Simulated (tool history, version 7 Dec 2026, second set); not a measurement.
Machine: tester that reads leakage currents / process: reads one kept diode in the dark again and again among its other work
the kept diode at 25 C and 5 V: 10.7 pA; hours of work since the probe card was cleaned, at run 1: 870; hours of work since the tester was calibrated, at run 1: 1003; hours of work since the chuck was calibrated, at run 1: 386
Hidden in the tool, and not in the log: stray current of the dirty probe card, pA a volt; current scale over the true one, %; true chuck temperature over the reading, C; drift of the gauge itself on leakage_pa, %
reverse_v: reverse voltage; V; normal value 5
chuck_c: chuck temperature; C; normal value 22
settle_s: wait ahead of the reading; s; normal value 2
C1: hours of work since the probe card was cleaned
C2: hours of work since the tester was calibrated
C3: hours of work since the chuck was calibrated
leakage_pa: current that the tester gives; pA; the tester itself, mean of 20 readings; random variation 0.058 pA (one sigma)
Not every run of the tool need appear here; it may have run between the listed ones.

Run 1, hour 0: usual settings; C1 870; C2 1003; C3 386. Result: leakage_pa 15.77 pA.
Run 2, hour 38.9: usual settings; C1 898; C2 1031; C3 414. Result: leakage_pa 15.87 pA.
Run 3, hour 59.1: usual settings; C1 912; C2 1045; C3 429. Result: leakage_pa 15.97 pA.
Run 4, hour 75: usual settings but reverse_v 6.08 V; C1 924; C2 1057; C3 440. Result: leakage_pa 18.69 pA.
Run 5, hour 92.7: usual settings but reverse_v 6.08 V; C1 937; C2 1070; C3 453. Result: leakage_pa 18.93 pA.
Run 6, hour 126: usual settings; C1 961; C2 1094; C3 477. Result: leakage_pa 16.35 pA.
Run 7, hour 150.1: usual settings; C1 978; C2 1111; C3 494. Result: leakage_pa 16.39 pA.
Run 8, hour 186.2: usual settings but settle_s 0.44 s; C1 1004; C2 1137; C3 520. Result: leakage_pa 19.66 pA.
Run 9, hour 215.4: usual settings but reverse_v 10.55 V; C1 1025; C2 1158; C3 541. Result: leakage_pa 30.46 pA.
Run 10, hour 252.4: usual settings but reverse_v 10.55 V; C1 1052; C2 1185; C3 568. Result: leakage_pa 31.11 pA.
Run 11, hour 282.1: usual settings but reverse_v 3.09 V; C1 1073; C2 1206; C3 590. Result: leakage_pa 11.7 pA.
Run 12, hour 304.8: usual settings but reverse_v 9.22 V; C1 1090; C2 1223; C3 606. Result: leakage_pa 28.25 pA.
Run 13, hour 335.3: usual settings but reverse_v 1.56 V; C1 1112; C2 1245; C3 628. Result: leakage_pa 7.02 pA.
Run 14, hour 357.6: usual settings; C1 1128; C2 1261; C3 644. Result: leakage_pa 17.43 pA.
Run 15, hour 386.2: usual settings; C1 1149; C2 1282; C3 665. Result: leakage_pa 17.49 pA.
Run 16, hour 413.7: usual settings; C1 1169; C2 1301; C3 685. Result: leakage_pa 17.72 pA.
Run 17, hour 433.3: usual settings but chuck_c 53 C; C1 1183; C2 1316; C3 699. Result: leakage_pa 76.24 pA.
Run 18, hour 452.5: usual settings but reverse_v 1.79 V; C1 1197; C2 1329; C3 713. Result: leakage_pa 7.96 pA.
Run 19, hour 483.5: usual settings but reverse_v 1.79 V; C1 1219; C2 1352; C3 735. Result: leakage_pa 8.09 pA.
Run 20, hour 515.8: usual settings but chuck_c 58 C; C1 1242; C2 1375; C3 759. Result: leakage_pa 100.4 pA.
Run 21, hour 540.9: usual settings but reverse_v 16.61 V, chuck_c 31 C, settle_s 0.41 s; C1 1260; C2 1393; C3 777. Result: leakage_pa 75.67 pA.
Run 22, hour 565.5: usual settings but reverse_v 16.61 V, chuck_c 31 C, settle_s 0.41 s; C1 1278; C2 1411; C3 794. Result: leakage_pa 75.77 pA.
Run 23, hour 599: usual settings but reverse_v 16.61 V, chuck_c 31 C, settle_s 0.41 s; C1 1302; C2 1435; C3 819. Result: leakage_pa 76.63 pA.
Run 24, hour 631.3: usual settings but reverse_v 16.61 V, chuck_c 31 C, settle_s 0.41 s; C1 1326; C2 1459; C3 842. Result: leakage_pa 77.3 pA.
Run 25, hour 656.2: usual settings but reverse_v 1.54 V, settle_s 5.75 s; C1 1344; C2 1477; C3 860. Result: leakage_pa 7.21 pA.
Run 26, hour 694: usual settings but reverse_v 5.52 V, settle_s 5.75 s; C1 1371; C2 1504; C3 887. Result: leakage_pa 20.14 pA.
At hour 709.4: probe card cleaned and baked.
Run 27, hour 735.7: usual settings but reverse_v 3.54 V, chuck_c 25 C, settle_s 0.44 s; C1 19; C2 1532; C3 915. Result: leakage_pa 11.01 pA.
Run 28, hour 761.9: usual settings but reverse_v 5.8 V; C1 38; C2 1551; C3 934. Result: leakage_pa 10.01 pA.
Run 29, hour 795.9: usual settings but reverse_v 4.2 V, chuck_c 45 C, settle_s 0.35 s; C1 63; C2 1575; C3 959. Result: leakage_pa 40.2 pA.
Run 30, hour 828.3: usual settings but reverse_v 4.2 V, chuck_c 45 C, settle_s 0.35 s; C1 86; C2 1599; C3 982. Result: leakage_pa 40.24 pA.
Run 31, hour 848.9: usual settings but reverse_v 4.2 V, chuck_c 45 C, settle_s 0.35 s; C1 101; C2 1614; C3 997. Result: leakage_pa 40.06 pA.
Run 32, hour 880.6: usual settings but reverse_v 1.68 V; C1 124; C2 1637; C3 1020. Result: leakage_pa 4.8 pA.
Run 33, hour 903.6: usual settings but reverse_v 1.68 V; C1 140; C2 1653; C3 1037. Result: leakage_pa 4.8 pA.
Run 34, hour 931.2: usual settings but reverse_v 9.91 V, settle_s 1.9 s; C1 160; C2 1673; C3 1056. Result: leakage_pa 15.93 pA.
Run 35, hour 960.2: usual settings but reverse_v 9.91 V, chuck_c 36 C, settle_s 0.8 s; C1 181; C2 1694; C3 1077. Result: leakage_pa 38.46 pA.
Run 36, hour 990.6: usual settings but reverse_v 2.58 V; C1 203; C2 1716; C3 1099. Result: leakage_pa 6.52 pA.
Run 37, hour 1015: usual settings but reverse_v 7.99 V, chuck_c 38 C; C1 221; C2 1734; C3 1117. Result: leakage_pa 36.29 pA.
Run 38, hour 1036.1: usual settings but reverse_v 1.95 V, chuck_c 30 C, settle_s 1.71 s; C1 236; C2 1749; C3 1132. Result: leakage_pa 9.31 pA.
Run 39, hour 1052.9: usual settings but reverse_v 3.56 V, chuck_c 39 C, settle_s 0.36 s; C1 248; C2 1761; C3 1144. Result: leakage_pa 26.04 pA.

What differs in the tool's unlogged condition from the final listed run ahead of each entry between runs to the first listed run following it?
Between runs 26 and 27: probe card cleaned and baked (hour 709.4)
  stray current of the dirty probe card, pA a volt: 2.074 -> 0.054; true chuck temperature over the reading, C: -1.01 -> -1.04
  measured result minus the result with no hidden state, leakage_pa: +10.63 -> -0.57 pA

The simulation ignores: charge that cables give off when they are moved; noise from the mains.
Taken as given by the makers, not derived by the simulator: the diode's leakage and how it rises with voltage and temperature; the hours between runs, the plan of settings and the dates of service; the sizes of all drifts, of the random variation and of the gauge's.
